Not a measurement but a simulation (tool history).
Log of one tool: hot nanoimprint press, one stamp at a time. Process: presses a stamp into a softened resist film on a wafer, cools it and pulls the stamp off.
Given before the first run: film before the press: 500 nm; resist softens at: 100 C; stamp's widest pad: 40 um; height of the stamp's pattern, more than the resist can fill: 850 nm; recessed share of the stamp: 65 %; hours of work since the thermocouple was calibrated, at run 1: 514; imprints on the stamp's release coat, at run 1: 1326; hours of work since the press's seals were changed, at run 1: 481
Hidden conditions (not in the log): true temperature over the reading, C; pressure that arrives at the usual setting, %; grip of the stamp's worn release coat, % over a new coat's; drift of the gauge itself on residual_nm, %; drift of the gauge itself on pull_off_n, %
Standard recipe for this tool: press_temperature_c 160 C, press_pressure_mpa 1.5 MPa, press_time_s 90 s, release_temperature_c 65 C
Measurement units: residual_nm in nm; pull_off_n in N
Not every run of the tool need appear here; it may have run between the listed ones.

run	hour	press_temperature_c	press_pressure_mpa	press_time_s	release_temperature_c	hours of work since the thermocouple was calibrated	imprints on the stamp's release coat	hours of work since the press's seals were changed	residual_nm	pull_off_n
1	0	160	1.5	90	65	514	1326	481	210.9	229
2	17.6	160	1.5	90	65	527	1378	494	210.1	232
3	29.4	160	1.5	90	65	536	1412	503	209.7	233
# hour 49.8: stamp cleaned and given a new release coat
4	50.8	160	1.5	90	65	548	3	515	210.2	187
5	59.2	160	1.5	90	65	554	28	521	210.6	189
# hour 72.8: plate thermocouple calibrated
6	78	160	1.5	90	65	4	74	533	199.1	184
7	95.3	160	1.5	90	65	17	125	546	200.1	186
8	110.7	160	1.71	90	65	28	170	558	188.2	186
# hour 122: plate thermocouple calibrated, once more
9	131.4	160	1.5	90	70	7	221	571	229.5	184
10	148.8	160	1.5	90	70	20	272	584	228	184
11	160.1	160	1.5	90	70	29	305	592	228.7	188
# hour 176.7: press's hydraulic seals changed and the load cell set to zero
12	176.9	160	1.5	90	70	35	331	0	224.5	190
13	193.3	171	1.69	108	65	48	379	12	115.4	199
14	211.1	160	1.5	79	71	61	431	26	236.5	186
15	223.1	160	1.5	79	71	70	466	35	236.3	190
16	238.9	160	1.5	123	65	82	512	47	196.7	207
17	254.6	160	1.5	123	65	94	558	58	196.2	205
18	270.2	160	1.65	178	65	105	604	70	160.4	209
19	282.8	156	1.63	52	52	115	641	80	312.5	239
20	297.6	156	1.63	52	52	126	684	91	309.9	240
21	307.9	159	1.5	90	65	134	714	98	232	210
22	317.4	159	1.5	90	65	141	742	106	231.7	211
23	326.7	160	1.88	158	65	148	769	113	158.1	212
24	341.9	160	1.88	78	50	159	814	124	213.3	248

What would each run have given without the hidden state, its run-to-run variation left as it was?
run	residual_nm	pull_off_n
1	225.5	186
2	225.1	187
3	224.9	186
4	225.8	190
5	226.4	191
6	224.8	187
7	226.3	188
8	213.2	186
9	226.7	176
10	225.6	175
11	226.5	178
12	225.8	179
13	116.2	186
14	238.6	172
15	238.7	175
16	199.2	190
17	198.9	186
18	162.9	189
19	316.5	214
20	314.3	213
21	236.3	186
22	236.2	186
23	161.6	186
24	217.8	216
